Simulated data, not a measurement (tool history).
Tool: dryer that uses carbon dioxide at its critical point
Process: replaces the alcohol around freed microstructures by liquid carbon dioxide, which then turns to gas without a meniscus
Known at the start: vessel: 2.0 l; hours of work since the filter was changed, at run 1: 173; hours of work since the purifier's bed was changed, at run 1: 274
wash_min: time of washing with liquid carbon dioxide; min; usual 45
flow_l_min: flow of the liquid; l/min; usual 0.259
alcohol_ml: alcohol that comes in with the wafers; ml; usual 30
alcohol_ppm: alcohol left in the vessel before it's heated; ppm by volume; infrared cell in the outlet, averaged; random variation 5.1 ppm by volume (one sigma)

run	hour	wash_min	flow_l_min	alcohol_ml	hours of work since the filter was changed	hours of work since the purifier's bed was changed	alcohol_ppm
1	0.0	45	0.259	30	173	274	117
2	25.2	45	0.259	30	185	286	124
3	72.2	45	0.358	30	208	309	68
4	94.9	45	0.358	30	219	320	68
5	135.0	45	0.259	30	238	339	137
6	178.5	45	0.259	30	259	360	143
7	226.3	45	0.237	30	283	384	213
8	258.4	45	0.237	64	298	399	379
9	289.7	32	0.404	64	313	414	170
10	318.2	35	0.181	64	327	428	2238
11	339.5	45	0.295	31	337	438	122
12	369.0	35	0.247	30	352	452	428
13	402.3	42	0.379	86	368	469	120
14	431.4	57	0.287	61	382	483	100
15	453.4	66	0.259	91	392	493	107

The same runs without the tool's hidden state, with the same run-to-run variation:
The hidden state here: flow that reaches the vessel past the clogged filter, %; alcohol in the recycled carbon dioxide, ppm; drift of the gauge itself on alcohol_ppm, %.
run	alcohol_ppm
1	64
2	67
3	21
4	20
5	68
6	69
7	119
8	237
9	75
10	1787
11	41
12	273
13	34
14	19
15	21
